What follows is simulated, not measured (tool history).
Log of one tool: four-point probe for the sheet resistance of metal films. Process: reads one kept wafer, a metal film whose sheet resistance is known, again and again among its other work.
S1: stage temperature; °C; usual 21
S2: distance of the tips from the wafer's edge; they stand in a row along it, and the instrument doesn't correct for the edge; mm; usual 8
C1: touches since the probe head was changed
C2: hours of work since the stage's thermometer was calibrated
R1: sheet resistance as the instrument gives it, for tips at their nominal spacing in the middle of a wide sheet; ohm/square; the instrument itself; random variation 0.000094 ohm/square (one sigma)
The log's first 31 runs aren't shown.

| run | hour | S1 | S2 | C1 | C2 | R1 |
|---|---|---|---|---|---|---|
| 32 | 780.3 | 35 | 14 | 32325 | 286 | 0.467402 |
| 33 | 813.3 | 21 | 5 | 32826 | 303 | 0.480537 |
| 34 | 840.1 | 29 | 22 | 33231 | 318 | 0.465962 |
| 35 | 868.3 | 23 | 72 | 33659 | 333 | 0.464945 |
| 36 | 891 | 23 | 72 | 34002 | 345 | 0.465016 |
| 37 | 910.7 | 30 | 6 | 34302 | 356 | 0.47595 |
| 38 | 928.8 | 30 | 6 | 34576 | 366 | 0.475906 |
| 39 | 951.7 | 22 | 53 | 34923 | 378 | 0.465064 |
| 40 | 981.4 | 22 | 53 | 35373 | 394 | 0.464928 |
| 41 | 1016.2 | 25 | 12 | 35900 | 413 | 0.467635 |
| 42 | 1037.4 | 25 | 12 | 36222 | 424 | 0.46774 |
| 43 | 1068.3 | 29 | 38 | 36690 | 441 | 0.465391 |
| 44 | 1089.4 | 29 | 38 | 37010 | 452 | 0.465421 |
| 45 | 1113.2 | 23 | 3 | 37371 | 465 | 0.505483 |

Forecast run 46:
| 46 | 1132 | 30 | 15 | 37656 | 475 | ? |

{"run 46": {"R1": 0.466699}}
Without the tool's hidden state the same run would have given R1 0.466703 ohm/square.

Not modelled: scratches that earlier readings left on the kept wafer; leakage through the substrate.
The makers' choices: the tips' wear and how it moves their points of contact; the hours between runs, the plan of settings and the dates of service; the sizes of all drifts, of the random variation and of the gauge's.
